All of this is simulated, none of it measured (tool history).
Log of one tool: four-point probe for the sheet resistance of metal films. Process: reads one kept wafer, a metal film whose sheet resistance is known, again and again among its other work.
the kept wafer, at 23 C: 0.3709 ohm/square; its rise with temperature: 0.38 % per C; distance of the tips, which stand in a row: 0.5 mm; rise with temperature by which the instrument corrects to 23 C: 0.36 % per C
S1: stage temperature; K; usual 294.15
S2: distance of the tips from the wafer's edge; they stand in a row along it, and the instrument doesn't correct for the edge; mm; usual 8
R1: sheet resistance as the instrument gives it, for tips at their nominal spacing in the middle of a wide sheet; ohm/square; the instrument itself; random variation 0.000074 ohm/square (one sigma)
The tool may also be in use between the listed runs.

run     day      S1  S2        R1
  1       0  294.15   8  0.373326
  2    1.15  294.15   8  0.373241
  3   1.779  302.15   8  0.374022
  4   3.092  294.15   6  0.373979
  5   4.196  300.15   8  0.373855
  6       5  294.15  13   0.37276
  7   5.671  294.15   9  0.373055
  8   6.796  294.15   9  0.373184
  9   8.021  294.15   9  0.373157
 10   9.454  294.15   9  0.373025
 11  10.712  292.15   8  0.372986
 12  11.325  292.15   8  0.373036
 13  12.212  291.15   8  0.372841
 14  13.429  294.15   3  0.377865
 15  14.062  294.15   3  0.377671
 16  14.779  294.15  54  0.372437
 17   15.95  294.15  54  0.372328
 18  16.996  294.15  54  0.372539
 19  17.654  294.15  54  0.372408
 20  19.017  294.15  54  0.372452
 21  19.658  294.15  54  0.372244
 22  20.654  294.15  12   0.37279
 23  21.654  294.15  12  0.372662
 24  22.254  301.15   8  0.373737
 25  22.992  305.15  12  0.373634
 26  24.067  297.15  26  0.372606
 27  25.262  307.15  35  0.373453
 28  26.304  298.15  20  0.372747
 29  27.012  298.15   3  0.377973
 30   27.95  298.15   3  0.377925
 31  28.696  293.15  74  0.372069
 32  29.712  305.15   4  0.376331
 33  30.917  305.15   4  0.376331
 34  32.375  292.15  34  0.371964
 35  33.388  292.15  34  0.372017
 36  34.292  292.15  34  0.371989
 37  35.388  292.15  34  0.371892
 38  36.175  301.15   5  0.374676
 39  37.383  301.15   5  0.374801
 40  38.175  295.15  12  0.372458
 41  39.275  294.15   4  0.375278
 42  40.146  294.15  19   0.37223
 43  41.112  291.15   9  0.372396
 44  42.008  293.15   8  0.372783
 45   43.15  293.15   8  0.372651
 46  43.912  293.15   8  0.372704

3 ways to go on from here, each from the tool as it stands after run 46. What would each give?
  A  45.025  304.15  12   ?
  B  45.025  298.15  20   ?
  C  45.025  291.15   7   ?

run        R1
  A  0.373376
  B  0.372509
  C  0.372839
Without the tool's hidden state the same runs would have given:
run        R1
  A    0.3721
  B  0.371227
  C  0.371544
